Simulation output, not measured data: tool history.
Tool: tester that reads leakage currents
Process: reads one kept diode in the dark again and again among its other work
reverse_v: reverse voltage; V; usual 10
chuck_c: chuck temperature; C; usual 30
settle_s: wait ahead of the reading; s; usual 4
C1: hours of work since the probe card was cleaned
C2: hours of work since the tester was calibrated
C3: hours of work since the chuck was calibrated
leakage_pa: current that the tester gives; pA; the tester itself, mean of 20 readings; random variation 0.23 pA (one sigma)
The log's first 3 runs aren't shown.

{"run": 4, "hour": 113.8, "reverse_v": 1.1, "chuck_c": 30, "settle_s": 4, "C1": 3069, "C2": 1497, "C3": 545, "leakage_pa": 38.13}
{"run": 5, "hour": 134.5, "reverse_v": 10, "chuck_c": 30, "settle_s": 4, "C1": 3085, "C2": 1513, "C3": 560, "leakage_pa": 79.51}
{"run": 6, "hour": 161.6, "reverse_v": 10, "chuck_c": 30, "settle_s": 4, "C1": 3105, "C2": 1533, "C3": 580, "leakage_pa": 79.19}
{"run": 7, "hour": 191.3, "reverse_v": 6.6, "chuck_c": 30, "settle_s": 4, "C1": 3127, "C2": 1555, "C3": 603, "leakage_pa": 68.93}
{"run": 8, "hour": 222.5, "reverse_v": 6.6, "chuck_c": 30, "settle_s": 4, "C1": 3150, "C2": 1579, "C3": 626, "leakage_pa": 68.9}
{"run": 9, "hour": 249.7, "reverse_v": 6.6, "chuck_c": 30, "settle_s": 4, "C1": 3171, "C2": 1599, "C3": 646, "leakage_pa": 69.2}
{"run": 10, "hour": 293.6, "reverse_v": 6.6, "chuck_c": 30, "settle_s": 4, "C1": 3204, "C2": 1632, "C3": 679, "leakage_pa": 69.48}
{"run": 11, "hour": 316.9, "reverse_v": 10, "chuck_c": 30, "settle_s": 2.95, "C1": 3221, "C2": 1649, "C3": 697, "leakage_pa": 80.11}
{"run": 12, "hour": 337.0, "reverse_v": 10, "chuck_c": 30, "settle_s": 2.95, "C1": 3236, "C2": 1664, "C3": 712, "leakage_pa": 80.18}
{"hour": 342.2, "done": "probe card cleaned and baked"}
{"run": 13, "hour": 374.1, "reverse_v": 10, "chuck_c": 30, "settle_s": 2.95, "C1": 24, "C2": 1690, "C3": 737, "leakage_pa": 82.64}
{"run": 14, "hour": 411.0, "reverse_v": 10, "chuck_c": 30, "settle_s": 4, "C1": 51, "C2": 1718, "C3": 765, "leakage_pa": 81.83}
{"run": 15, "hour": 431.6, "reverse_v": 10, "chuck_c": 30, "settle_s": 4, "C1": 67, "C2": 1733, "C3": 780, "leakage_pa": 82.19}
{"run": 16, "hour": 463.6, "reverse_v": 10, "chuck_c": 30, "settle_s": 4, "C1": 91, "C2": 1757, "C3": 804, "leakage_pa": 82.3}
{"run": 17, "hour": 487.8, "reverse_v": 13.6, "chuck_c": 30, "settle_s": 4, "C1": 109, "C2": 1775, "C3": 822, "leakage_pa": 91.74}
{"run": 18, "hour": 518.9, "reverse_v": 13.6, "chuck_c": 30, "settle_s": 4, "C1": 132, "C2": 1798, "C3": 845, "leakage_pa": 92.73}
{"run": 19, "hour": 562.3, "reverse_v": 13.6, "chuck_c": 30, "settle_s": 4, "C1": 165, "C2": 1831, "C3": 878, "leakage_pa": 92.56}
{"run": 20, "hour": 588.7, "reverse_v": 13.6, "chuck_c": 30, "settle_s": 4, "C1": 184, "C2": 1850, "C3": 898, "leakage_pa": 92.5}
{"run": 21, "hour": 612.8, "reverse_v": 15.1, "chuck_c": 30, "settle_s": 0.88, "C1": 202, "C2": 1869, "C3": 916, "leakage_pa": 99.32}
{"hour": 617.9, "done": "probe card cleaned and baked, once more"}
{"run": 22, "hour": 646.6, "reverse_v": 15.1, "chuck_c": 30, "settle_s": 0.88, "C1": 21, "C2": 1892, "C3": 939, "leakage_pa": 91.28}
{"run": 23, "hour": 674.8, "reverse_v": 5.7, "chuck_c": 43, "settle_s": 4, "C1": 43, "C2": 1913, "C3": 960, "leakage_pa": 157.83}
{"run": 24, "hour": 711.6, "reverse_v": 10, "chuck_c": 30, "settle_s": 2.09, "C1": 70, "C2": 1940, "C3": 987, "leakage_pa": 77.98}
{"run": 25, "hour": 734.2, "reverse_v": 10, "chuck_c": 30, "settle_s": 2.09, "C1": 87, "C2": 1957, "C3": 1004, "leakage_pa": 77.47}

Run 26 comes next. What will it give?
{"run": 26, "hour": 779.4, "reverse_v": 10, "chuck_c": 30, "settle_s": 1.81, "C1": 121, "C2": 1991, "C3": 1038, "leakage_pa": "?"}

Run 26 gave leakage_pa 78.21 pA.
Without the tool's hidden state the same run would have given leakage_pa 75.75 pA.

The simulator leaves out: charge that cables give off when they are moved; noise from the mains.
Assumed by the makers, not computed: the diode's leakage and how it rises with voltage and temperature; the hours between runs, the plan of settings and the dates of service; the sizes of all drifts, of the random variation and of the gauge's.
